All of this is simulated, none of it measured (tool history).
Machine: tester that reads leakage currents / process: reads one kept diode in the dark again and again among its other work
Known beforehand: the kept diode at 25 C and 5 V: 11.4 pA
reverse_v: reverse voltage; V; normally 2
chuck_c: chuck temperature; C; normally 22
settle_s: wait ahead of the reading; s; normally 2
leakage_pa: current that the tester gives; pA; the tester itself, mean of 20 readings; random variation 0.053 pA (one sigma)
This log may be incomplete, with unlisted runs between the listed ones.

{"run": 1, "hour": 0.0, "reverse_v": 2, "chuck_c": 22, "settle_s": 2, "leakage_pa": 4.98}
{"run": 2, "hour": 57.7, "reverse_v": 2, "chuck_c": 22, "settle_s": 2, "leakage_pa": 5.02}
{"run": 3, "hour": 103.1, "reverse_v": 2, "chuck_c": 22, "settle_s": 2, "leakage_pa": 4.93}
{"run": 4, "hour": 198.3, "reverse_v": 2, "chuck_c": 22, "settle_s": 2, "leakage_pa": 5.05}
{"run": 5, "hour": 304.8, "reverse_v": 2, "chuck_c": 22, "settle_s": 2, "leakage_pa": 5.07}
{"run": 6, "hour": 408.2, "reverse_v": 17.5, "chuck_c": 22, "settle_s": 2, "leakage_pa": 20.9}
{"run": 7, "hour": 455.0, "reverse_v": 17.5, "chuck_c": 22, "settle_s": 2, "leakage_pa": 21.31}
{"run": 8, "hour": 542.4, "reverse_v": 2, "chuck_c": 29, "settle_s": 5.63, "leakage_pa": 8.96}

What will run 9 give?
{"hour": 553.0, "done": "tester calibrated"}
{"run": 9, "hour": 595.2, "reverse_v": 2, "chuck_c": 29, "settle_s": 5.63, "leakage_pa": "?"}

leakage_pa: 8.94 pA
With no hidden state in the tool, this same run would have given leakage_pa 10 pA.
